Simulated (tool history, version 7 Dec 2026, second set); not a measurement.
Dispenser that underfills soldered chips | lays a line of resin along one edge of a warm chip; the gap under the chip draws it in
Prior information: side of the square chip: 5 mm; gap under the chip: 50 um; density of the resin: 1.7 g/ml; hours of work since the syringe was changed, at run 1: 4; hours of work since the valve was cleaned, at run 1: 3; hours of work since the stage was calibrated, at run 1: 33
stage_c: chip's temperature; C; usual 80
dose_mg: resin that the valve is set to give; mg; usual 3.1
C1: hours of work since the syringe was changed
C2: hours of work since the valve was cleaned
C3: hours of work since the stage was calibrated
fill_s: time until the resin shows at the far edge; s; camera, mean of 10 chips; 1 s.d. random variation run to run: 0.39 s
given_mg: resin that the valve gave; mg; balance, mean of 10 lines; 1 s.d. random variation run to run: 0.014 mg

Run 1, hour 0: usual settings; C1 4; C2 3; C3 33. Result: fill_s 28 s, given_mg 3.11 mg.
At hour 2.5: new syringe of resin.
Run 2, hour 4.3: usual settings; C1 1; C2 5; C3 35. Result: fill_s 25.6 s, given_mg 3.08 mg.
Run 3, hour 10.2: usual settings; C1 5; C2 9; C3 39. Result: fill_s 30.5 s, given_mg 3.08 mg.
At hour 11.3: new syringe of resin.
Run 4, hour 14.9: usual settings; C1 2; C2 12; C3 42. Result: fill_s 26 s, given_mg 3.07 mg.
At hour 20.2: new syringe of resin.
Run 5, hour 21.2: usual settings; C1 1; C2 16; C3 46. Result: fill_s 25.1 s, given_mg 3.08 mg.
Run 6, hour 28: usual settings; C1 5; C2 21; C3 51. Result: fill_s 30.7 s, given_mg 3.04 mg.
At hour 29: new syringe of resin.
Run 7, hour 32.1: usual settings; C1 2; C2 24; C3 53. Result: fill_s 27.3 s, given_mg 3.03 mg.
Run 8, hour 36.1: usual settings; C1 5; C2 26; C3 56. Result: fill_s 30.3 s, given_mg 3.03 mg.
At hour 37.5: new syringe of resin.
Run 9, hour 40.8: usual settings; C1 2; C2 29; C3 59. Result: fill_s 26.9 s, given_mg 3.04 mg.
At hour 46.2: new syringe of resin.
Run 10, hour 47.9: usual settings but stage_c 94 C; C1 1; C2 34; C3 64. Result: fill_s 15.3 s, given_mg 3 mg.
Run 11, hour 52.5: usual settings but stage_c 82 C, dose_mg 3.18 mg; C1 4; C2 37; C3 67. Result: fill_s 26.5 s, given_mg 3.09 mg.

Run 12 comes next. What will it give?
At hour 54.8: new syringe of resin.
Run 12, hour 58.7: usual settings but stage_c 66 C, dose_mg 3.18 mg; C1 3; C2 41; C3 71. Result: fill_s ?, given_mg ?.

Run 12 gave fill_s 50.9 s, given_mg 3.05 mg.
With the hidden condition absent and the run-to-run variation left alone, this run would have shown fill_s 46.1 s, given_mg 3.15 mg.
